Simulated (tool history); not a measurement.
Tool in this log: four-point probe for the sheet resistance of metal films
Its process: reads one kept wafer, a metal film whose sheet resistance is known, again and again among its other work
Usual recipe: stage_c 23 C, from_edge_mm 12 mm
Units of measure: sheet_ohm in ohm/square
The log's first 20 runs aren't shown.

Run 21, hour 642.9: usual settings but stage_c 18 C, from_edge_mm 9 mm. Result: sheet_ohm 1.307725 ohm/square.
Run 22, hour 674.2: usual settings but stage_c 18 C, from_edge_mm 9 mm. Result: sheet_ohm 1.307967 ohm/square.
Run 23, hour 721.3: usual settings but stage_c 18 C, from_edge_mm 9 mm. Result: sheet_ohm 1.307513 ohm/square.
Run 24, hour 765.5: usual settings but stage_c 25 C, from_edge_mm 10 mm. Result: sheet_ohm 1.301832 ohm/square.
Run 25, hour 803.2: usual settings but stage_c 33 C. Result: sheet_ohm 1.295745 ohm/square.
Run 26, hour 823.8: usual settings but stage_c 24 C, from_edge_mm 8 mm. Result: sheet_ohm 1.303994 ohm/square.
Run 27, hour 864.8: usual settings but stage_c 24 C, from_edge_mm 8 mm. Result: sheet_ohm 1.303922 ohm/square.
Run 28, hour 891.7: usual settings but from_edge_mm 5 mm. Result: sheet_ohm 1.309323 ohm/square.
Run 29, hour 918.1: usual settings but stage_c 34 C, from_edge_mm 32 mm. Result: sheet_ohm 1.295058 ohm/square.
Run 30, hour 941.5: usual settings but stage_c 35 C, from_edge_mm 15 mm. Result: sheet_ohm 1.294521 ohm/square.
Run 31, hour 970.3: usual settings but stage_c 35 C, from_edge_mm 15 mm. Result: sheet_ohm 1.294967 ohm/square.
Run 32, hour 1003.4: usual settings but stage_c 19 C, from_edge_mm 11 mm. Result: sheet_ohm 1.307920 ohm/square.
Run 33, hour 1034.6: usual settings but stage_c 19 C, from_edge_mm 11 mm. Result: sheet_ohm 1.308129 ohm/square.
Run 34, hour 1056.7: usual settings but stage_c 22 C, from_edge_mm 22 mm. Result: sheet_ohm 1.304649 ohm/square.
Run 35, hour 1077.9: usual settings but stage_c 31 C, from_edge_mm 3 mm. Result: sheet_ohm 1.316732 ohm/square.
Run 36, hour 1110.2: usual settings but stage_c 35 C, from_edge_mm 13 mm. Result: sheet_ohm 1.295955 ohm/square.
Run 37, hour 1159.1: usual settings but stage_c 32 C, from_edge_mm 34 mm. Result: sheet_ohm 1.297246 ohm/square.
Run 38, hour 1193.5: usual settings but stage_c 21 C, from_edge_mm 23 mm. Result: sheet_ohm 1.306176 ohm/square.
Run 39, hour 1238.5: usual settings but stage_c 31 C, from_edge_mm 5 mm. Result: sheet_ohm 1.305226 ohm/square.
At hour 1276.7: new probe head fitted.
Run 40, hour 1276.7: usual settings but stage_c 32 C, from_edge_mm 17 mm. Result: sheet_ohm 1.278979 ohm/square.
At hour 1290.1: stage's thermometer calibrated.
Run 41, hour 1302.2: usual settings but stage_c 32 C, from_edge_mm 11 mm. Result: sheet_ohm 1.280517 ohm/square.
Run 42, hour 1324.6: usual settings but stage_c 32 C, from_edge_mm 11 mm. Result: sheet_ohm 1.281212 ohm/square.
Run 43, hour 1352.0: usual settings but from_edge_mm 16 mm. Result: sheet_ohm 1.287075 ohm/square.
Run 44, hour 1372.3: usual settings but from_edge_mm 16 mm. Result: sheet_ohm 1.287338 ohm/square.
Run 45, hour 1398.0: usual settings but from_edge_mm 16 mm. Result: sheet_ohm 1.286635 ohm/square.

Branching from run 45: 4 alternative next runs. What would each branch give?
Run A, hour 1438.4: usual settings but from_edge_mm 37 mm. Result: sheet_ohm ?.
Run B, hour 1438.4: usual settings but stage_c 27 C, from_edge_mm 54 mm. Result: sheet_ohm ?.
Run C, hour 1438.4: usual settings but stage_c 18 C, from_edge_mm 4 mm. Result: sheet_ohm ?.
Run D, hour 1438.4: usual settings but from_edge_mm 4 mm. Result: sheet_ohm ?.

run  sheet_ohm
  A   1.286969
  B   1.283820
  C   1.301834
  D   1.297383
With no hidden state in the tool, these same runs would have given:
run  sheet_ohm
  A   1.292477
  B   1.289313
  C   1.307404
  D   1.302933
